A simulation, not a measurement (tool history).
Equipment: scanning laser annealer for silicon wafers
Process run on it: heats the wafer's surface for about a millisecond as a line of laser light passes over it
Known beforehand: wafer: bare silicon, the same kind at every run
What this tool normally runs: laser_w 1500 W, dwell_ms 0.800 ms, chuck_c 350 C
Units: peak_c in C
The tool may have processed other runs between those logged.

run   hour  laser_w  dwell_ms  chuck_c  peak_c
  1    0.0     1500     0.800      350    1070
  2   25.1     1500     0.800      350    1067
  3   44.9     1500     0.646      350     996
      56.9  -- window over the wafer cleaned
  4   68.2     1500     0.646      350     998
  5   91.2     1500     0.646      350     997
  6  102.9     1500     0.646      350     994
  7  125.8     1500     0.646      350     993
  8  146.6     1500     0.646      350     992
  9  159.5     1616     0.800      350    1142
 10  172.2     1616     0.800      350    1141
 11  190.4     1648     0.572      350    1030
 12  205.8     1500     0.686      356    1020

What does the tool deliver on the next run?
 13  229.9     1411     0.980      350       ?

For run 13 the tool returned peak_c 1089 C.
Minus the tool's unlogged condition, the same run would have read peak_c 1089 C.
